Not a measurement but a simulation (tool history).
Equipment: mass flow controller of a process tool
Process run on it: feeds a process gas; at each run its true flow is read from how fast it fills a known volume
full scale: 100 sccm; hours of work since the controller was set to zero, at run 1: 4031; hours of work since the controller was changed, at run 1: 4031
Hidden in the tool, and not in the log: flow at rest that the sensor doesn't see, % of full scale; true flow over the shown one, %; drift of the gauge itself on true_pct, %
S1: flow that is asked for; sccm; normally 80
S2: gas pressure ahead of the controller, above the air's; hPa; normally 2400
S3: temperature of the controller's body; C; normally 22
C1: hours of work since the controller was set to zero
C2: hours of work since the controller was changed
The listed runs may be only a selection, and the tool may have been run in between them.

Run 1, hour 0: usual settings; C1 4031; C2 4031. Result: true flow (%) 99.05.
Run 2, hour 368.9: usual settings but S2 1440 hPa; C1 4256; C2 4256. Result: true flow (%) 98.8.
Run 3, hour 644.6: usual settings; C1 4423; C2 4423. Result: true flow (%) 98.99.
Run 4, hour 814: usual settings; C1 4526; C2 4526. Result: true flow (%) 98.94.
Run 5, hour 989.3: usual settings; C1 4633; C2 4633. Result: true flow (%) 98.99.
Run 6, hour 1220.5: usual settings; C1 4773; C2 4773. Result: true flow (%) 99.02.
Run 7, hour 1531.4: usual settings; C1 4962; C2 4962. Result: true flow (%) 98.84.
Run 8, hour 1734.1: usual settings but S3 27 C; C1 5085; C2 5085. Result: true flow (%) 99.35.
Run 9, hour 2104.5: usual settings; C1 5310; C2 5310. Result: true flow (%) 98.65.
Run 10, hour 2371.3: usual settings but S1 12 sccm; C1 5473; C2 5473. Result: true flow (%) 96.39.
Run 11, hour 2614.5: usual settings but S1 20 sccm; C1 5620; C2 5620. Result: true flow (%) 96.74.
Run 12, hour 2885.5: usual settings; C1 5785; C2 5785. Result: true flow (%) 98.72.
Run 13, hour 3061.7: usual settings but S1 21 sccm; C1 5892; C2 5892. Result: true flow (%) 96.64.
Run 14, hour 3277.6: usual settings but S1 21 sccm; C1 6023; C2 6023. Result: true flow (%) 96.52.
Run 15, hour 3515.7: usual settings but S3 31 C; C1 6168; C2 6168. Result: true flow (%) 99.39.
Run 16, hour 3695.8: usual settings but S1 17 sccm, S3 27 C; C1 6277; C2 6277. Result: true flow (%) 96.9.
Run 17, hour 3857.5: usual settings but S1 30 sccm, S3 24 C; C1 6376; C2 6376. Result: true flow (%) 97.03.
Run 18, hour 4198.8: usual settings but S1 18 sccm, S2 2050 hPa, S3 35 C; C1 6583; C2 6583. Result: true flow (%) 97.39.
Run 19, hour 4474.7: usual settings but S1 18 sccm, S2 2050 hPa, S3 35 C; C1 6751; C2 6751. Result: true flow (%) 97.3.
Run 20, hour 4735.3: usual settings but S1 18 sccm, S2 2050 hPa, S3 35 C; C1 6909; C2 6909. Result: true flow (%) 97.27.
Run 21, hour 5092.6: usual settings but S1 18 sccm, S2 2050 hPa, S3 35 C; C1 7126; C2 7126. Result: true flow (%) 97.24.
Run 22, hour 5306.3: usual settings but S1 18 sccm, S2 2050 hPa, S3 35 C; C1 7256; C2 7256. Result: true flow (%) 97.18.
Run 23, hour 5611.3: usual settings but S1 20 sccm, S2 2280 hPa, S3 34 C; C1 7442; C2 7442. Result: true flow (%) 97.2.
Run 24, hour 5811.1: usual settings but S2 1990 hPa, S3 33 C; C1 7563; C2 7563. Result: true flow (%) 99.25.
Run 25, hour 5992.8: usual settings but S2 1990 hPa, S3 33 C; C1 7673; C2 7673. Result: true flow (%) 99.17.
At hour 6185.5: controller's zero set anew.
Run 26, hour 6346.2: usual settings but S2 1990 hPa, S3 33 C; C1 98; C2 7888. Result: true flow (%) 99.04.
Run 27, hour 6631: usual settings but S2 1990 hPa, S3 33 C; C1 271; C2 8061. Result: true flow (%) 98.91.
Run 28, hour 6938.5: usual settings but S2 1990 hPa, S3 33 C; C1 458; C2 8248. Result: true flow (%) 98.88.
Run 29, hour 7215.6: usual settings but S2 1990 hPa, S3 33 C; C1 626; C2 8416. Result: true flow (%) 98.78.

Branching from run 29: 5 alternative next runs. What would each branch give?
Run A, hour 7581.4: usual settings but S1 41 sccm, S2 2560 hPa; C1 848; C2 8638. Result: true flow (%) ?.
Run B, hour 7581.4: usual settings but S1 60 sccm, S2 1990 hPa, S3 32 C; C1 848; C2 8638. Result: true flow (%) ?.
Run C, hour 7581.4: usual settings but S2 1440 hPa, S3 33 C; C1 848; C2 8638. Result: true flow (%) ?.
Run D, hour 7581.4: usual settings but S1 35 sccm, S3 33 C; C1 848; C2 8638. Result: true flow (%) ?.
Run E, hour 7581.4: usual settings but S1 87 sccm, S2 2610 hPa; C1 848; C2 8638. Result: true flow (%) ?.

run  true flow (%)
  A          96.76
  B          98.16
  C          98.65
  D          97.42
  E          98.14
The same runs, with their run-to-run variation unchanged, on a tool lacking any hidden condition would have given:
run  true flow (%)
  A          97.93
  B          99.36
  C          99.85
  D          98.61
  E          99.33
